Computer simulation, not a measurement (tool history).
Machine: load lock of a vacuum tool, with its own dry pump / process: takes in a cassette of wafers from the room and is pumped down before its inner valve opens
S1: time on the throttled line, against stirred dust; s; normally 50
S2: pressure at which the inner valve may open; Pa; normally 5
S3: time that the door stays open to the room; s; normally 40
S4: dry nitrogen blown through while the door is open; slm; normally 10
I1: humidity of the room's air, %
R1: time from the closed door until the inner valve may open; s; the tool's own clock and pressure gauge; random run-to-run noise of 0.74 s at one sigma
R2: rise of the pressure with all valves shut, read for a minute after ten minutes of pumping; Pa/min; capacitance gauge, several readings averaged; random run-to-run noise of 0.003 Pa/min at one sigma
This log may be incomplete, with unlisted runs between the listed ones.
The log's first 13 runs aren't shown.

run,hour,S1,S2,S3,S4,I1,R1,R2
14,3248.2,50,6,53,10,43.9,110.8,0.023
15,3467.0,50,5,40,10,42.5,112.3,0.022
16,3672.0,50,5,40,10,47.2,113.1,0.031
17,3957.6,71,5,40,10,46.0,124.5,0.021
18,4138.4,50,5,40,10,46.6,111.0,0.020
19,4357.5,50,5,40,10,43.5,112.2,0.020
20,4603.0,50,7,37,10,45.6,109.7,0.023
21,4886.9,50,7,37,10,44.8,108.9,0.021
22,5118.9,50,5,83,10,46.3,112.1,0.036
23,5357.8,50,5,83,10,46.5,112.6,0.037
24,5571.5,50,5,83,10,46.2,111.6,0.037
25,5915.9,75,5,90,9,44.0,129.8,0.038
26,6160.0,87,5,75,17,45.5,139.8,0.032
27,6497.8,87,5,75,17,44.0,139.9,0.029
28,6778.8,87,5,75,17,44.2,139.4,0.037
29,7108.7,77,7,54,17,48.9,128.7,0.026
30,7439.9,50,5,40,10,48.2,111.4,0.023
31,7742.6,26,5,40,8,45.8,95.0,0.022
32,7987.2,30,5,37,6,41.6,97.5,0.025
33,8258.3,52,5,221,10,46.1,114.3,0.083
34,8551.5,48,9,27,10,46.3,105.2,0.020
# hour 8623.8: door's seal changed, seat wiped
35,8881.1,50,9,123,4,46.8,107.2,0.060
36,9141.1,50,9,123,41,45.0,106.9,0.025
37,9473.8,50,9,123,41,42.2,106.6,0.027

4 ways to go on from here, each from the tool as it stands after run 37. What would each give?
A,9634.2,50,5,40,7,45.2,?,?
B,9634.2,50,10,89,21,43.4,?,?
C,9634.2,50,6,123,12,45.0,?,?
D,9634.2,69,6,123,41,44.1,?,?

run,R1,R2
A,113.5,0.019
B,106.7,0.032
C,110.7,0.048
D,123.2,0.032
Without the tool's unlogged condition, the same runs would have read:
run,R1,R2
A,113.5,0.019
B,106.7,0.032
C,110.7,0.048
D,123.2,0.032
